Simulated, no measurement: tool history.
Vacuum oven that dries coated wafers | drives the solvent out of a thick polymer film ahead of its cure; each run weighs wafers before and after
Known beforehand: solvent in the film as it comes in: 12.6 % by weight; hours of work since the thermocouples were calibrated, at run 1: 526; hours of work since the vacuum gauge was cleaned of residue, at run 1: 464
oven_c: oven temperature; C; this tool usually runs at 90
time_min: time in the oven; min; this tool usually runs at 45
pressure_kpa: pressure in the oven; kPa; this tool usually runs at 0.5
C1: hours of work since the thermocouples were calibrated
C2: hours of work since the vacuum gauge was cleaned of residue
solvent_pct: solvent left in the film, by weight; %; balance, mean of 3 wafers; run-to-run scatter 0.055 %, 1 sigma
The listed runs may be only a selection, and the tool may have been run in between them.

Run 1, hour 0: usual settings; C1 526; C2 464. Result: solvent_pct 2.37 %.
Run 2, hour 24.7: usual settings; C1 538; C2 476. Result: solvent_pct 2.23 %.
Run 3, hour 37.8: usual settings; C1 544; C2 482. Result: solvent_pct 2.36 %.
Run 4, hour 60.2: usual settings; C1 555; C2 493. Result: solvent_pct 2.32 %.
Run 5, hour 72.3: usual settings; C1 561; C2 499. Result: solvent_pct 2.38 %.
Run 6, hour 89.5: usual settings; C1 569; C2 507. Result: solvent_pct 2.24 %.
Run 7, hour 101.5: usual settings; C1 575; C2 513. Result: solvent_pct 2.26 %.
Run 8, hour 123.8: usual settings; C1 586; C2 523. Result: solvent_pct 2.2 %.
Run 9, hour 136.5: usual settings; C1 592; C2 530. Result: solvent_pct 2.32 %.
Run 10, hour 154.8: usual settings but time_min 39 min; C1 601; C2 538. Result: solvent_pct 2.71 %.
Run 11, hour 176.4: usual settings but time_min 67 min; C1 611; C2 549. Result: solvent_pct 1.39 %.
Run 12, hour 187.2: usual settings but time_min 67 min; C1 616; C2 554. Result: solvent_pct 1.41 %.
Run 13, hour 199.2: usual settings; C1 622; C2 560. Result: solvent_pct 2.32 %.
Run 14, hour 214.5: usual settings but oven_c 95 C; C1 629; C2 567. Result: solvent_pct 1.4 %.
At hour 218.7: oven's thermocouples calibrated.
Run 15, hour 242.8: usual settings but oven_c 95 C; C1 12; C2 580. Result: solvent_pct 1.29 %.
Run 16, hour 263.2: usual settings; C1 21; C2 590. Result: solvent_pct 2.33 %.
Run 17, hour 277.7: usual settings; C1 28; C2 597. Result: solvent_pct 2.23 %.
Run 18, hour 288.7: usual settings; C1 34; C2 602. Result: solvent_pct 2.23 %.
Run 19, hour 308.9: usual settings; C1 43; C2 611. Result: solvent_pct 2.23 %.
Run 20, hour 333: usual settings; C1 55; C2 623. Result: solvent_pct 2.23 %.
Run 21, hour 355.2: usual settings but pressure_kpa 0.413 kPa; C1 66; C2 634. Result: solvent_pct 2.12 %.
At hour 376.7: oven's thermocouples calibrated, once more.
Run 22, hour 381: usual settings but time_min 28 min; C1 2; C2 645. Result: solvent_pct 4.03 %.
Run 23, hour 404.8: usual settings but pressure_kpa 1.239 kPa; C1 14; C2 657. Result: solvent_pct 3.13 %.
Run 24, hour 430.6: usual settings but pressure_kpa 1.239 kPa; C1 26; C2 669. Result: solvent_pct 3.22 %.
Run 25, hour 453.9: usual settings but pressure_kpa 1.239 kPa; C1 37; C2 680. Result: solvent_pct 3.16 %.
Run 26, hour 479.3: usual settings but oven_c 77 C, pressure_kpa 0.62 kPa; C1 49; C2 692. Result: solvent_pct 5.62 %.
Run 27, hour 505.2: usual settings but oven_c 77 C, pressure_kpa 0.62 kPa; C1 62; C2 705. Result: solvent_pct 5.9 %.
Run 28, hour 519.7: usual settings but oven_c 77 C, pressure_kpa 0.62 kPa; C1 69; C2 712. Result: solvent_pct 5.76 %.
Run 29, hour 541.7: usual settings but oven_c 78 C, time_min 32 min, pressure_kpa 0.337 kPa; C1 79; C2 723. Result: solvent_pct 6.37 %.
Run 30, hour 557.7: usual settings but oven_c 78 C, time_min 58 min, pressure_kpa 0.402 kPa; C1 87; C2 730. Result: solvent_pct 4.57 %.
Run 31, hour 572.5: usual settings but oven_c 86 C, time_min 27 min, pressure_kpa 1.636 kPa; C1 94; C2 737. Result: solvent_pct 6.07 %.
Run 32, hour 593.1: usual settings but oven_c 93 C, time_min 23 min, pressure_kpa 0.535 kPa; C1 104; C2 747. Result: solvent_pct 4.12 %.
Run 33, hour 612.8: usual settings but oven_c 95 C, time_min 36 min, pressure_kpa 0.963 kPa; C1 114; C2 757. Result: solvent_pct 2.55 %.
Run 34, hour 635.9: usual settings but oven_c 95 C, time_min 36 min, pressure_kpa 0.963 kPa; C1 125; C2 768. Result: solvent_pct 2.52 %.
Run 35, hour 651.8: usual settings but oven_c 95 C, time_min 36 min, pressure_kpa 0.963 kPa; C1 132; C2 775. Result: solvent_pct 2.42 %.
Run 36, hour 674.9: usual settings but oven_c 89 C, time_min 33 min, pressure_kpa 0.491 kPa; C1 143; C2 787. Result: solvent_pct 3.86 %.
Run 37, hour 695.3: usual settings but oven_c 89 C, time_min 33 min, pressure_kpa 0.491 kPa; C1 153; C2 796. Result: solvent_pct 3.77 %.
Run 38, hour 720.3: usual settings but oven_c 89 C, time_min 33 min, pressure_kpa 0.491 kPa; C1 165; C2 808. Result: solvent_pct 3.77 %.
Run 39, hour 731.6: usual settings but oven_c 78 C, time_min 74 min, pressure_kpa 0.947 kPa; C1 171; C2 814. Result: solvent_pct 4.43 %.
Run 40, hour 751.1: usual settings but oven_c 99 C, pressure_kpa 1.057 kPa; C1 180; C2 823. Result: solvent_pct 1.4 %.
Run 41, hour 769.4: usual settings but oven_c 99 C, time_min 40 min, pressure_kpa 0.353 kPa; C1 189; C2 832. Result: solvent_pct 1.2 %.
Run 42, hour 788.7: usual settings but time_min 39 min, pressure_kpa 1.497 kPa; C1 198; C2 841. Result: solvent_pct 3.8 %.
Run 43, hour 808.1: usual settings but oven_c 87 C, time_min 39 min, pressure_kpa 1.497 kPa; C1 207; C2 851. Result: solvent_pct 4.54 %.
Run 44, hour 833.2: usual settings but oven_c 99 C, time_min 57 min, pressure_kpa 1.305 kPa; C1 220; C2 863. Result: solvent_pct 1.38 %.
Run 45, hour 850.2: usual settings but oven_c 99 C, time_min 57 min, pressure_kpa 1.305 kPa; C1 228; C2 871. Result: solvent_pct 1.31 %.
Run 46, hour 865.1: usual settings but oven_c 91 C, time_min 49 min, pressure_kpa 1.137 kPa; C1 235; C2 878. Result: solvent_pct 2.61 %.
Run 47, hour 881.7: usual settings but time_min 24 min, pressure_kpa 0.789 kPa; C1 243; C2 886. Result: solvent_pct 4.87 %.

Pick out some run-to-run changes in solvent_pct. Of each, how much would a tool without hidden state show as well, from the settings, what came in and chance, and how much is left for the hidden state and any gauge scatter not in both results compared?
Hidden state present: true wafer temperature over the reading, C; true pressure over the reading, kPa; drift of the gauge itself on solvent_pct, %.
Run 21 -> 22: time_min 45 -> 28, pressure_kpa 0.413 -> 0.5, oven's thermocouples calibrated, once more. solvent_pct +1.91 %: hidden state +0.28, all else +1.63.
Run 38 -> 39: oven_c 89 -> 78, time_min 33 -> 74, pressure_kpa 0.491 -> 0.947. solvent_pct +0.66 %: hidden state +0.11, all else +0.55.
Run 39 -> 40: oven_c 78 -> 99, time_min 74 -> 45, pressure_kpa 0.947 -> 1.057. solvent_pct -3.03 %: hidden state -0.18, all else -2.85.
Run 41 -> 42: oven_c 99 -> 90, time_min 40 -> 39, pressure_kpa 0.353 -> 1.497. solvent_pct +2.6 %: hidden state +0.07, all else +2.53.
Run 43 -> 44: oven_c 87 -> 99, time_min 39 -> 57, pressure_kpa 1.497 -> 1.305. solvent_pct -3.16 %: hidden state -0.09, all else -3.07.
